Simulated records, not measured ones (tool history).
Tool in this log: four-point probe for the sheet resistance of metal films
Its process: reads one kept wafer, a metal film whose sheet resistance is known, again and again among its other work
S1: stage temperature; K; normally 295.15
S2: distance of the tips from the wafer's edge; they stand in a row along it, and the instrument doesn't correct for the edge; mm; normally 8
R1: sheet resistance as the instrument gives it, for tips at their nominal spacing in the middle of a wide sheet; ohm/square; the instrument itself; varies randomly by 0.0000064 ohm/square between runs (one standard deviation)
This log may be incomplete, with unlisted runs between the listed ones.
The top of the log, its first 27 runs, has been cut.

run,hour,S1,S2,R1
28,1369.3,291.15,6,0.032321
29,1429.6,308.15,10,0.032380
30,1489.7,297.15,4,0.032624
31,1549.2,295.15,26,0.032205
32,1616.0,299.15,8,0.032354
33,1651.3,300.15,8,0.032383
34,1712.3,292.15,34,0.032197
35,1741.7,293.15,41,0.032205
36,1809.5,303.15,7,0.032465

4 options for the next run, each taken on its own from the tool as it stands now. Forecast them:
A,1842.7,295.15,54,?
B,1842.7,294.15,20,?
C,1842.7,304.15,8,?
D,1842.7,303.15,9,?

run,R1
A,0.032266
B,0.032270
C,0.032474
D,0.032432
Take away the tool's hidden state, keep each run's random variation, and the runs would have read:
run,R1
A,0.031900
B,0.031903
C,0.032105
D,0.032064
